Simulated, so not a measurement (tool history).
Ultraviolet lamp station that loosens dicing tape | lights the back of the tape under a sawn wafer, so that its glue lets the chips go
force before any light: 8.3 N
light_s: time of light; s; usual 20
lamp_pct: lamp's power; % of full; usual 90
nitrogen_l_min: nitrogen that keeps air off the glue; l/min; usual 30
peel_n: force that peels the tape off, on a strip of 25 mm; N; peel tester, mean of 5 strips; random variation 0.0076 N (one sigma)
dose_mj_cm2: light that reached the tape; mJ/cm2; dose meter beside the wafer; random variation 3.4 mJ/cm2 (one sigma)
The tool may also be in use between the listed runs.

{"run": 1, "hour": 0.0, "light_s": 20, "lamp_pct": 90, "nitrogen_l_min": 30, "peel_n": 0.316, "dose_mj_cm2": 536}
{"run": 2, "hour": 8.8, "light_s": 20, "lamp_pct": 90, "nitrogen_l_min": 30, "peel_n": 0.325, "dose_mj_cm2": 532}
{"run": 3, "hour": 14.6, "light_s": 20, "lamp_pct": 90, "nitrogen_l_min": 30, "peel_n": 0.322, "dose_mj_cm2": 534}
{"run": 4, "hour": 25.7, "light_s": 20, "lamp_pct": 90, "nitrogen_l_min": 30, "peel_n": 0.326, "dose_mj_cm2": 532}
{"run": 5, "hour": 37.2, "light_s": 20, "lamp_pct": 100, "nitrogen_l_min": 30, "peel_n": 0.266, "dose_mj_cm2": 586}
{"run": 6, "hour": 42.5, "light_s": 20, "lamp_pct": 90, "nitrogen_l_min": 30, "peel_n": 0.323, "dose_mj_cm2": 527}
{"run": 7, "hour": 53.6, "light_s": 20, "lamp_pct": 90, "nitrogen_l_min": 30, "peel_n": 0.324, "dose_mj_cm2": 530}
{"run": 8, "hour": 59.3, "light_s": 20, "lamp_pct": 90, "nitrogen_l_min": 30, "peel_n": 0.337, "dose_mj_cm2": 530}
{"run": 9, "hour": 66.0, "light_s": 20, "lamp_pct": 90, "nitrogen_l_min": 30, "peel_n": 0.318, "dose_mj_cm2": 532}
{"run": 10, "hour": 74.5, "light_s": 20, "lamp_pct": 90, "nitrogen_l_min": 30, "peel_n": 0.321, "dose_mj_cm2": 525}
{"run": 11, "hour": 84.5, "light_s": 20, "lamp_pct": 90, "nitrogen_l_min": 30, "peel_n": 0.338, "dose_mj_cm2": 527}
{"run": 12, "hour": 90.3, "light_s": 20, "lamp_pct": 90, "nitrogen_l_min": 30, "peel_n": 0.34, "dose_mj_cm2": 524}
{"run": 13, "hour": 102.3, "light_s": 20, "lamp_pct": 90, "nitrogen_l_min": 16, "peel_n": 0.464, "dose_mj_cm2": 524}
{"run": 14, "hour": 112.4, "light_s": 37, "lamp_pct": 93, "nitrogen_l_min": 21, "peel_n": 0.164, "dose_mj_cm2": 994}
{"hour": 113.4, "done": "window cleaned of glue's vapour"}
{"run": 15, "hour": 123.0, "light_s": 20, "lamp_pct": 81, "nitrogen_l_min": 13, "peel_n": 0.701, "dose_mj_cm2": 466}
{"hour": 134.8, "done": "window cleaned of glue's vapour, once more"}
{"run": 16, "hour": 135.0, "light_s": 12, "lamp_pct": 90, "nitrogen_l_min": 16, "peel_n": 1.371, "dose_mj_cm2": 316}

Forecast run 17:
{"run": 17, "hour": 139.9, "light_s": 12, "lamp_pct": 90, "nitrogen_l_min": 16, "peel_n": "?", "dose_mj_cm2": "?"}

{"run 17": {"peel_n": 1.318, "dose_mj_cm2": 314}}
Without the tool's hidden state the same run would have given peel_n 1.182 N, dose_mj_cm2 335 mJ/cm2.
